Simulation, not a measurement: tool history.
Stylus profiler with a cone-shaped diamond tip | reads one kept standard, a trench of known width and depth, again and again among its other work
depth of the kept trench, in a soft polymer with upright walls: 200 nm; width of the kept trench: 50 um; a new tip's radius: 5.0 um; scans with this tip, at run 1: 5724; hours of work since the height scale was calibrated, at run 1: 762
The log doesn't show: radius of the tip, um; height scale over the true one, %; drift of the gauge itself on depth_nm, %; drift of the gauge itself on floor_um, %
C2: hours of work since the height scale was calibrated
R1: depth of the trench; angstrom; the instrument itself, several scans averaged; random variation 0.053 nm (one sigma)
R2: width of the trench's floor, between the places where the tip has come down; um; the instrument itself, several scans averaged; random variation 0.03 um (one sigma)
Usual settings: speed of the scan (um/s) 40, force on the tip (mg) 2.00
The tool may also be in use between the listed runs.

Run 1, hour 0.0: usual settings; scans with this tip 5724; C2 762. Result: R1 2022.8 angstrom, R2 46.99 um.
Run 2, hour 30.7: usual settings; scans with this tip 5862; C2 780. Result: R1 2023.5 angstrom, R2 46.96 um.
Run 3, hour 54.6: usual settings; scans with this tip 5969; C2 794. Result: R1 2022.9 angstrom, R2 46.93 um.
Run 4, hour 76.7: usual settings; scans with this tip 6068; C2 808. Result: R1 2023.5 angstrom, R2 46.99 um.
Run 5, hour 102.7: usual settings but speed of the scan (um/s) 24; scans with this tip 6185; C2 823. Result: R1 2022.8 angstrom, R2 47.05 um.
Run 6, hour 129.6: usual settings but force on the tip (mg) 1.79; scans with this tip 6305; C2 839. Result: R1 2020.2 angstrom, R2 46.96 um.
Run 7, hour 151.5: usual settings but force on the tip (mg) 1.79; scans with this tip 6403; C2 852. Result: R1 2021.7 angstrom, R2 46.97 um.
Run 8, hour 183.3: usual settings but force on the tip (mg) 1.79; scans with this tip 6546; C2 871. Result: R1 2022.0 angstrom, R2 46.92 um.
Run 9, hour 200.8: usual settings but speed of the scan (um/s) 23; scans with this tip 6625; C2 882. Result: R1 2023.2 angstrom, R2 47.07 um.
Run 10, hour 217.3: usual settings but speed of the scan (um/s) 23, force on the tip (mg) 1.19; scans with this tip 6698; C2 891. Result: R1 2016.6 angstrom, R2 47.00 um.
Run 11, hour 239.5: usual settings but speed of the scan (um/s) 23, force on the tip (mg) 1.19; scans with this tip 6798; C2 905. Result: R1 2015.7 angstrom, R2 47.05 um.
Run 12, hour 267.8: usual settings; scans with this tip 6925; C2 921. Result: R1 2024.0 angstrom, R2 46.95 um.
Run 13, hour 283.1: usual settings but force on the tip (mg) 0.91; scans with this tip 6993; C2 931. Result: R1 2013.7 angstrom, R2 46.83 um.
Run 14, hour 310.3: usual settings but speed of the scan (um/s) 15, force on the tip (mg) 1.88; scans with this tip 7115; C2 947. Result: R1 2022.2 angstrom, R2 47.10 um.
Run 15, hour 341.4: usual settings but speed of the scan (um/s) 16, force on the tip (mg) 1.88; scans with this tip 7255; C2 965. Result: R1 2022.2 angstrom, R2 47.12 um.
Run 16, hour 368.9: usual settings but speed of the scan (um/s) 46; scans with this tip 7378; C2 982. Result: R1 2022.5 angstrom, R2 46.92 um.
Run 17, hour 386.4: usual settings but speed of the scan (um/s) 80, force on the tip (mg) 2.63; scans with this tip 7456; C2 992. Result: R1 2028.4 angstrom, R2 46.76 um.
Run 18, hour 407.6: usual settings but speed of the scan (um/s) 13, force on the tip (mg) 1.86; scans with this tip 7552; C2 1005. Result: R1 2021.4 angstrom, R2 47.16 um.
Run 19, hour 428.9: usual settings but speed of the scan (um/s) 13, force on the tip (mg) 1.86; scans with this tip 7647; C2 1018. Result: R1 2021.9 angstrom, R2 47.10 um.
Run 20, hour 454.1: usual settings but speed of the scan (um/s) 51, force on the tip (mg) 3.56; scans with this tip 7760; C2 1033. Result: R1 2034.4 angstrom, R2 46.99 um.
Run 21, hour 474.0: usual settings but speed of the scan (um/s) 51, force on the tip (mg) 3.56; scans with this tip 7849; C2 1044. Result: R1 2034.5 angstrom, R2 46.97 um.
Run 22, hour 488.0: usual settings but speed of the scan (um/s) 69, force on the tip (mg) 2.92; scans with this tip 7912; C2 1053. Result: R1 2030.4 angstrom, R2 46.83 um.
Run 23, hour 509.6: usual settings but speed of the scan (um/s) 39, force on the tip (mg) 2.92; scans with this tip 8009; C2 1066. Result: R1 2030.7 angstrom, R2 47.06 um.
Run 24, hour 540.3: usual settings but speed of the scan (um/s) 21, force on the tip (mg) 4.27; scans with this tip 8147; C2 1084. Result: R1 2038.5 angstrom, R2 47.11 um.
Run 25, hour 558.7: usual settings but force on the tip (mg) 1.48; scans with this tip 8229; C2 1095. Result: R1 2018.8 angstrom, R2 46.96 um.
Run 26, hour 590.6: usual settings but speed of the scan (um/s) 71, force on the tip (mg) 5.06; scans with this tip 8372; C2 1114. Result: R1 2044.1 angstrom, R2 46.95 um.

4 ways to go on from here, each from the tool as it stands after run 26. What would each give?
Run A, hour 612.3: usual settings but speed of the scan (um/s) 92; scans with this tip 8469; C2 1127. Result: R1 ?, R2 ?.
Run B, hour 612.3: usual settings but speed of the scan (um/s) 19, force on the tip (mg) 1.03; scans with this tip 8469; C2 1127. Result: R1 ?, R2 ?.
Run C, hour 612.3: usual settings but speed of the scan (um/s) 152, force on the tip (mg) 4.68; scans with this tip 8469; C2 1127. Result: R1 ?, R2 ?.
Run D, hour 612.3: usual settings but speed of the scan (um/s) 15, force on the tip (mg) 0.91; scans with this tip 8469; C2 1127. Result: R1 ?, R2 ?.

run      R1     R2
  A  2023.7  46.68
  B  2014.7  47.01
  C  2042.2  46.62
  D  2013.6  47.07
Without the tool's hidden state the same runs would have given:
run      R1     R2
  A  2023.8  46.69
  B  2014.8  47.01
  C  2042.3  46.63
  D  2013.7  47.08
